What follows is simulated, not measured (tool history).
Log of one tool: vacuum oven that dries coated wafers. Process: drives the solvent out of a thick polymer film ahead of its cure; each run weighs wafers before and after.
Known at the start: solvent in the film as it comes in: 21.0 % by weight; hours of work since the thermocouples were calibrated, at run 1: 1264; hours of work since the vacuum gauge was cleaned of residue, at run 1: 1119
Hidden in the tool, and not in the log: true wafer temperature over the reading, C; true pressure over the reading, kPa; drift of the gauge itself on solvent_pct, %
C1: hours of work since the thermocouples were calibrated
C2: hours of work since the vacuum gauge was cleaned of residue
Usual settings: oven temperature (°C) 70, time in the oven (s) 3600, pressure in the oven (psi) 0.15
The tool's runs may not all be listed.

Run 1, hour 0: usual settings; C1 1264; C2 1119. Result: solvent left in the film (%) 2.39.
Run 2, hour 82.8: usual settings; C1 1315; C2 1170. Result: solvent left in the film (%) 2.24.
Run 3, hour 146.1: usual settings; C1 1355; C2 1209. Result: solvent left in the film (%) 2.42.
Run 4, hour 195.1: usual settings; C1 1385; C2 1240. Result: solvent left in the film (%) 2.41.
At hour 219.9: oven's thermocouples calibrated.
Run 5, hour 240.8: usual settings; C1 13; C2 1267. Result: solvent left in the film (%) 2.07.
Run 6, hour 306.5: usual settings but oven temperature (°C) 60; C1 54; C2 1308. Result: solvent left in the film (%) 4.82.
Run 7, hour 390.9: usual settings but oven temperature (°C) 60; C1 106; C2 1360. Result: solvent left in the film (%) 4.8.
Run 8, hour 431: usual settings; C1 131; C2 1385. Result: solvent left in the film (%) 2.14.
Run 9, hour 501.4: usual settings; C1 175; C2 1429. Result: solvent left in the film (%) 2.18.
Run 10, hour 581.1: usual settings; C1 224; C2 1478. Result: solvent left in the film (%) 2.13.
Run 11, hour 648.5: usual settings but oven temperature (°C) 71; C1 266; C2 1520. Result: solvent left in the film (%) 1.9.
Run 12, hour 707.1: usual settings but oven temperature (°C) 71; C1 303; C2 1557. Result: solvent left in the film (%) 1.91.
Run 13, hour 772.2: usual settings; C1 343; C2 1597. Result: solvent left in the film (%) 2.14.
Run 14, hour 827.9: usual settings but oven temperature (°C) 59; C1 378; C2 1632. Result: solvent left in the film (%) 5.24.
Run 15, hour 892: usual settings but oven temperature (°C) 59; C1 418; C2 1672. Result: solvent left in the film (%) 5.35.
Run 16, hour 951.1: usual settings but oven temperature (°C) 63; C1 454; C2 1708. Result: solvent left in the film (%) 3.92.
Run 17, hour 1021.6: usual settings but oven temperature (°C) 63, pressure in the oven (psi) 0.07; C1 498; C2 1752. Result: solvent left in the film (%) 3.76.
Run 18, hour 1086.5: usual settings; C1 538; C2 1792. Result: solvent left in the film (%) 2.18.
Run 19, hour 1136.9: usual settings; C1 570; C2 1824. Result: solvent left in the film (%) 2.31.

The next listed run, before its measurement:
Run 20, hour 1197: usual settings; C1 607; C2 1861. Result: solvent left in the film (%) ?.

{"run 20": {"solvent left in the film (%)": 2.25}}
Without the tool's hidden state the same run would have given solvent left in the film (%) 2.05.
